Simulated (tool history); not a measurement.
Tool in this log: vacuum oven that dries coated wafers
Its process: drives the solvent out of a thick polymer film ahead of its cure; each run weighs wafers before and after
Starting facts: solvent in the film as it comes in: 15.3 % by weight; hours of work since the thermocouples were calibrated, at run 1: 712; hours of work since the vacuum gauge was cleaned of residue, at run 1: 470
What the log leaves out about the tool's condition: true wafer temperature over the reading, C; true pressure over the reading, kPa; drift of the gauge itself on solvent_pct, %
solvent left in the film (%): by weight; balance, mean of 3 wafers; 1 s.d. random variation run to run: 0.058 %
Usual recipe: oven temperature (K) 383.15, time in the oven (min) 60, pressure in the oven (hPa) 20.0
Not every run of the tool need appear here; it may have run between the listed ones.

run,day,oven temperature (K),time in the oven (min),pressure in the oven (hPa),hours of work since the thermocouples were calibrated,hours of work since the vacuum gauge was cleaned of residue,solvent left in the film (%)
1,0.000,383.15,60,20.0,712,470,2.86
2,0.450,383.15,60,20.0,721,479,2.82
3,0.900,383.15,60,20.0,729,487,2.88
4,1.358,383.15,35,20.0,738,496,4.11
5,1.800,383.15,79,20.0,747,504,2.68
6,2.458,383.15,79,20.0,759,517,2.61
7,2.967,383.15,79,20.0,769,527,2.50
8,3.958,383.15,79,20.0,788,545,2.59
9,4.683,383.15,60,20.0,801,559,2.86
10,5.617,383.15,60,20.0,819,577,2.91
11,6.375,383.15,60,20.0,834,591,2.85
12,6.946,383.15,60,20.0,845,602,2.81
13,7.496,383.15,60,20.0,855,613,2.88
14,8.246,383.15,60,20.0,869,627,2.77
15,9.288,383.15,60,20.0,889,647,2.80
16,10.246,383.15,60,20.0,907,665,2.80
17,11.046,383.15,60,20.0,922,680,2.87
18,12.000,383.15,60,20.0,941,698,2.97
19,12.979,383.15,103,20.0,959,717,2.49
20,13.608,383.15,103,20.0,971,729,2.52
21,14.258,383.15,103,20.0,984,741,2.47
22,14.896,383.15,31,20.0,996,754,4.54
23,15.692,383.15,60,20.0,1011,769,2.84
24,16.500,389.15,74,16.8,1026,784,1.72
25,17.058,389.15,74,16.8,1037,795,1.81
26,17.958,396.15,74,18.6,1054,812,1.48
27,18.725,396.15,74,22.2,1069,826,1.82
28,19.642,378.15,60,42.8,1086,844,6.48
29,20.112,390.15,30,26.1,1095,853,3.31
# day 20.358: oven's thermocouples calibrated
30,20.967,383.15,60,41.6,12,867,5.65
31,21.712,383.15,60,41.6,26,882,5.58
32,22.604,383.15,60,41.6,43,899,5.66
33,23.138,394.15,33,37.6,53,909,3.65
34,24.062,394.15,33,37.6,70,926,3.79
35,24.717,394.15,33,37.6,83,939,3.75
36,25.533,383.15,45,20.0,98,954,3.98
37,26.054,383.15,84,27.4,108,964,3.82
38,26.600,380.15,45,20.0,119,975,4.73
39,27.171,383.15,48,20.0,130,985,3.82
40,27.908,394.15,40,21.5,144,999,2.20
41,28.883,392.15,60,22.5,162,1018,2.34
42,29.321,392.15,60,22.5,171,1026,2.28
43,30.262,388.15,82,24.6,188,1044,2.81
44,31.050,388.15,82,24.6,203,1059,2.91
45,31.912,394.15,75,17.5,220,1076,1.82
46,32.488,374.15,68,20.0,231,1087,5.27

Predict each of these 3 candidate next runs independently; none follows another, all start after run 46:
A,33.238,383.15,56,20.0,245,1101,?
B,33.238,383.15,60,62.0,245,1101,?
C,33.238,368.15,60,28.1,245,1101,?

run,solvent left in the film (%)
A,3.55
B,7.89
C,8.71
Had the tool no hidden state, the same runs would have come out as:
run,solvent left in the film (%)
A,3.11
B,7.47
C,8.16
